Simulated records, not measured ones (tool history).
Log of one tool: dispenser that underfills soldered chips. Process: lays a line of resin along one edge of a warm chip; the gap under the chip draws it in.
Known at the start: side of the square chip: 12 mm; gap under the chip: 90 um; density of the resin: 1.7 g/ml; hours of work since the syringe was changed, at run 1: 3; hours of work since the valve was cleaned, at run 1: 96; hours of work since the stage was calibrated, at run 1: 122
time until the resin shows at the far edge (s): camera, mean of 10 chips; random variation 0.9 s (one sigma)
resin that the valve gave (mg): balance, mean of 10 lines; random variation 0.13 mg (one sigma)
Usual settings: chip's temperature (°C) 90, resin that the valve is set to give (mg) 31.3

run	hour	chip's temperature (°C)	resin that the valve is set to give (mg)	hours of work since the syringe was changed	hours of work since the valve was cleaned	hours of work since the stage was calibrated	time until the resin shows at the far edge (s)	resin that the valve gave (mg)
1	0	90	31.3	3	96	122	103.6	29.21
2	2.6	90	31.3	5	98	124	119.3	29.17
3	5.7	90	31.3	8	100	127	140.7	28.9
# hour 7: new syringe of resin
4	10	90	31.3	2	103	130	102.6	28.97
5	12.6	90	31.3	4	105	132	114.2	28.73
6	17.2	90	27.5	8	109	136	148.4	25.2
# hour 17.7: new syringe of resin
7	22	90	31.3	3	113	139	109.8	28.69
# hour 25.4: dispensing valve cleaned and set on the balance
8	26	90	31.3	6	0	142	123.7	31.13
# hour 29.5: new syringe of resin
9	29.5	90	31.3	0	3	144	88.4	31.22
10	31.9	90	31.3	2	5	146	98.7	31.1
11	35.3	90	29.4	5	8	149	119	29.22
# hour 40.1: new syringe of resin
12	40.3	90	37	0	11	153	84.3	36.71
13	43.8	90	37	3	14	155	103.5	36.73
14	45.8	100	31.3	4	16	157	74.2	30.82
15	47.9	100	35.2	6	17	159	82.1	34.55
# hour 51: new syringe of resin
16	51.2	100	35.2	0	20	161	56.4	34.8
17	53.6	100	35.2	2	22	163	63.8	34.53
18	58.1	90	31.3	6	25	167	123.3	30.67
# hour 61.7: new syringe of resin
19	62.7	95	28.2	1	29	170	76.8	27.53
20	64.9	97	26.6	3	30	172	79.1	25.82
21	67.5	97	28.8	5	33	174	89.4	28.06
# hour 72.4: new syringe of resin
22	72.4	93	33.9	0	36	178	77.9	32.86
23	75.1	100	32.4	2	38	180	66.2	31.59
24	78.5	96	30.6	5	41	182	92.9	29.61
25	80.8	102	29.5	7	43	184	81.8	28.64
# hour 83.1: new syringe of resin
26	84.4	102	37.8	1	46	187	55.2	36.23
27	87.5	98	37.8	4	48	189	75.7	36.48
28	89.9	81	35.7	5	50	191	175.7	34.45
29	92.9	81	35.7	8	52	194	204.4	34.16
# hour 93.9: new syringe of resin
30	97	85	29.4	2	55	197	130.1	28.22
31	100.4	89	34.7	5	58	199	123.5	32.88
# hour 104.6: new syringe of resin
32	105.3	94	35.5	1	62	203	78.2	33.77
33	107.6	94	35.5	2	64	205	87.5	33.92
34	111.3	94	35.5	5	66	208	102.8	33.53
35	114.1	90	36.4	8	69	210	140.9	34.63
# hour 115.4: new syringe of resin
36	118.6	90	32.6	3	72	213	102.2	30.77

4 ways to go on from here, each from the tool as it stands after run 36. What would each give?
A	121.9	78	32.4	5	75	216	?	?
B	121.9	80	27.8	5	75	216	?	?
C	121.9	98	35.8	5	75	216	?	?
D	121.9	91	28.9	5	75	216	?	?

run	time until the resin shows at the far edge (s)	resin that the valve gave (mg)
A	209.2	30.72
B	198.7	26.39
C	82.8	33.55
D	116.4	27.33
Without the tool's hidden state the same runs would have given:
run	time until the resin shows at the far edge (s)	resin that the valve gave (mg)
A	146.5	32.51
B	137.5	27.93
C	58.4	35.51
D	81	28.92

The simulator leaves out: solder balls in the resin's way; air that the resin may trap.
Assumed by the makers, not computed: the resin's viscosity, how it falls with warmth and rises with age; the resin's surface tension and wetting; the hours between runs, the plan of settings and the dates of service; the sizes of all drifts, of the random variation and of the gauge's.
